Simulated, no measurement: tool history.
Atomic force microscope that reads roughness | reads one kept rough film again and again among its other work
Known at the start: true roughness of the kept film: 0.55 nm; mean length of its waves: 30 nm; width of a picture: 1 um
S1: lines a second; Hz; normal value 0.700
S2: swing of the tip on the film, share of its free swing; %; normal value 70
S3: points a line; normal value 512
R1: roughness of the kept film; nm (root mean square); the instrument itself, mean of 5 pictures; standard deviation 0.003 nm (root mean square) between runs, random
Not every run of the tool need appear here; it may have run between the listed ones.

| run | hour | S1 | S2 | S3 | R1 |
|---|---|---|---|---|---|
| 1 | 0.0 | 0.700 | 70 | 512 | 0.525 |
| 2 | 21.9 | 0.700 | 75 | 512 | 0.503 |
|  | 42.9 | new tip fitted |
| 3 | 43.5 | 1.570 | 75 | 512 | 0.500 |
| 4 | 59.9 | 0.700 | 70 | 512 | 0.518 |
|  | 83.5 | new tip fitted |
| 5 | 83.5 | 0.700 | 70 | 512 | 0.526 |
| 6 | 99.2 | 0.700 | 70 | 512 | 0.519 |
| 7 | 120.1 | 0.700 | 70 | 512 | 0.510 |
|  | 124.2 | new tip fitted |
| 8 | 141.3 | 0.700 | 70 | 512 | 0.519 |
| 9 | 163.1 | 0.700 | 70 | 512 | 0.510 |
|  | 165.8 | new tip fitted |
| 10 | 192.4 | 0.700 | 70 | 512 | 0.517 |
|  | 207.5 | new tip fitted |
| 11 | 208.5 | 0.700 | 70 | 512 | 0.528 |
| 12 | 238.3 | 0.700 | 70 | 512 | 0.509 |
|  | 247.8 | new tip fitted |
| 13 | 257.8 | 0.700 | 70 | 512 | 0.518 |
| 14 | 282.8 | 0.700 | 89 | 512 | 0.492 |
|  | 290.4 | new tip fitted |
| 15 | 313.4 | 0.700 | 65 | 512 | 0.519 |
|  | 331.8 | new tip fitted |
| 16 | 332.3 | 0.700 | 65 | 512 | 0.532 |
| 17 | 349.7 | 0.700 | 65 | 512 | 0.522 |
| 18 | 370.5 | 0.700 | 65 | 512 | 0.508 |
|  | 373.9 | new tip fitted |
| 19 | 391.1 | 0.700 | 65 | 512 | 0.524 |
|  | 415.8 | new tip fitted |
| 20 | 420.4 | 0.604 | 70 | 512 | 0.525 |
| 21 | 445.4 | 0.700 | 70 | 670 | 0.513 |
|  | 456.3 | new tip fitted |
| 22 | 473.5 | 0.700 | 70 | 512 | 0.519 |
| 23 | 489.2 | 0.700 | 70 | 512 | 0.507 |
|  | 498.9 | new tip fitted |
| 24 | 514.4 | 0.700 | 70 | 512 | 0.517 |
| 25 | 529.2 | 0.700 | 70 | 512 | 0.504 |
|  | 541.3 | new tip fitted |
| 26 | 558.6 | 0.806 | 79 | 694 | 0.507 |
| 27 | 579.0 | 0.938 | 79 | 347 | 0.491 |
|  | 581.7 | new tip fitted |
| 28 | 599.1 | 0.938 | 79 | 347 | 0.499 |
|  | 624.5 | new tip fitted |
| 29 | 630.9 | 0.938 | 79 | 347 | 0.510 |
| 30 | 648.0 | 1.322 | 77 | 512 | 0.494 |
|  | 665.6 | new tip fitted |
| 31 | 666.7 | 0.840 | 70 | 512 | 0.527 |
| 32 | 684.5 | 0.840 | 70 | 512 | 0.510 |
|  | 706.7 | new tip fitted |
| 33 | 709.4 | 1.345 | 70 | 599 | 0.510 |
| 34 | 737.6 | 3.777 | 70 | 452 | 0.457 |
|  | 748.2 | new tip fitted |
| 35 | 759.5 | 1.584 | 61 | 701 | 0.514 |
|  | 788.7 | new tip fitted |
| 36 | 788.7 | 1.584 | 73 | 374 | 0.495 |
| 37 | 818.1 | 1.584 | 73 | 374 | 0.484 |
|  | 830.9 | new tip fitted |
| 38 | 839.5 | 1.584 | 73 | 374 | 0.499 |
| 39 | 862.9 | 0.638 | 82 | 310 | 0.492 |
|  | 872.1 | new tip fitted |
| 40 | 895.3 | 0.638 | 82 | 310 | 0.505 |
|  | 913.4 | new tip fitted |
| 41 | 919.1 | 0.700 | 63 | 476 | 0.525 |
| 42 | 943.9 | 1.058 | 70 | 512 | 0.502 |
|  | 954.0 | new tip fitted |
| 43 | 970.4 | 1.058 | 70 | 512 | 0.507 |
|  | 995.1 | new tip fitted |
| 44 | 998.3 | 0.710 | 60 | 763 | 0.525 |
| 45 | 1028.1 | 0.710 | 60 | 763 | 0.521 |
|  | 1035.7 | new tip fitted |
| 46 | 1050.5 | 0.546 | 70 | 347 | 0.522 |
| 47 | 1072.3 | 1.790 | 70 | 717 | 0.488 |
|  | 1077.4 | new tip fitted |
| 48 | 1091.0 | 1.483 | 64 | 640 | 0.513 |
| 49 | 1105.6 | 1.483 | 64 | 640 | 0.501 |
|  | 1119.2 | new tip fitted |
| 50 | 1124.6 | 0.700 | 70 | 808 | 0.518 |

For each run, the measured value with the value that run would have given without the tool's hidden condition subtracted. The run-to-run variation is shared by both, the gauge scatter possibly not:
Hidden state present: radius of the tip, nm; height scale over the true one, %; drift of the gauge itself on roughness_nm, %.
| run | R1 |
|---|---|
| 1 | -0.002 |
| 2 | -0.013 |
| 3 | -0.003 |
| 4 | -0.009 |
| 5 | -0.003 |
| 6 | -0.010 |
| 7 | -0.021 |
| 8 | -0.011 |
| 9 | -0.021 |
| 10 | -0.014 |
| 11 | -0.003 |
| 12 | -0.017 |
| 13 | -0.008 |
| 14 | -0.019 |
| 15 | -0.012 |
| 16 | -0.003 |
| 17 | -0.012 |
| 18 | -0.021 |
| 19 | -0.011 |
| 20 | -0.005 |
| 21 | -0.018 |
| 22 | -0.012 |
| 23 | -0.020 |
| 24 | -0.010 |
| 25 | -0.017 |
| 26 | -0.012 |
| 27 | -0.020 |
| 28 | -0.012 |
| 29 | -0.006 |
| 30 | -0.014 |
| 31 | -0.004 |
| 32 | -0.013 |
| 33 | -0.005 |
| 34 | -0.016 |
| 35 | -0.009 |
| 36 | -0.004 |
| 37 | -0.018 |
| 38 | -0.007 |
| 39 | -0.017 |
| 40 | -0.015 |
| 41 | -0.007 |
| 42 | -0.018 |
| 43 | -0.012 |
| 44 | -0.006 |
| 45 | -0.020 |
| 46 | -0.011 |
| 47 | -0.020 |
| 48 | -0.011 |
| 49 | -0.017 |
| 50 | -0.008 |
